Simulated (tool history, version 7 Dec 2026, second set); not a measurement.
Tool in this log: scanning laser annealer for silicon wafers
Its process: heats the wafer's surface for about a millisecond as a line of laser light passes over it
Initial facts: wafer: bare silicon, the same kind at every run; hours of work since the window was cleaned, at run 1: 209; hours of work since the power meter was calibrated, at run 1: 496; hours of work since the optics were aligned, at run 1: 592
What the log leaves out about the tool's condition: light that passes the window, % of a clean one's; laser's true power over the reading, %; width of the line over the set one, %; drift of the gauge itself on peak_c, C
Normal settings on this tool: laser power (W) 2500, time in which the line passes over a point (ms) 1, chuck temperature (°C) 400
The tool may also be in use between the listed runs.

| run | hour | laser power (W) | time in which the line passes over a point (ms) | chuck temperature (°C) | hours of work since the window was cleaned | hours of work since the power meter was calibrated | hours of work since the optics were aligned | highest temperature of the surface (°C) |
|---|---|---|---|---|---|---|---|---|
| 1 | 0 | 2500 | 1 | 400 | 209 | 496 | 592 | 1237 |
| 2 | 14.1 | 2500 | 1 | 400 | 218 | 505 | 601 | 1239 |
| 3 | 26.3 | 2500 | 1 | 364 | 226 | 512 | 608 | 1205 |
| 4 | 48.2 | 2500 | 1 | 364 | 239 | 526 | 622 | 1201 |
| 5 | 68 | 2500 | 1.15 | 400 | 251 | 538 | 634 | 1300 |
| 6 | 89.8 | 2500 | 1.15 | 400 | 265 | 552 | 648 | 1300 |
| 7 | 112.4 | 2500 | 1 | 400 | 279 | 566 | 662 | 1239 |
| 8 | 140.6 | 2500 | 1 | 400 | 296 | 583 | 679 | 1237 |
| 9 | 162 | 2500 | 1 | 400 | 309 | 596 | 692 | 1240 |
| 10 | 181.6 | 2500 | 1 | 382 | 322 | 609 | 705 | 1219 |
| 11 | 207 | 2716 | 1.03 | 400 | 337 | 624 | 720 | 1330 |
| 12 | 219.5 | 2401 | 1.05 | 393 | 345 | 632 | 728 | 1212 |

Forecast run 13:
| 13 | 243.4 | 2500 | 1.11 | 400 | 360 | 647 | 743 | ? |

{"run 13": {"highest temperature of the surface (°C)": 1283}}
Take away the tool's hidden state, keep the run-to-run variation as it was, and the same run would have given highest temperature of the surface (°C) 1284.
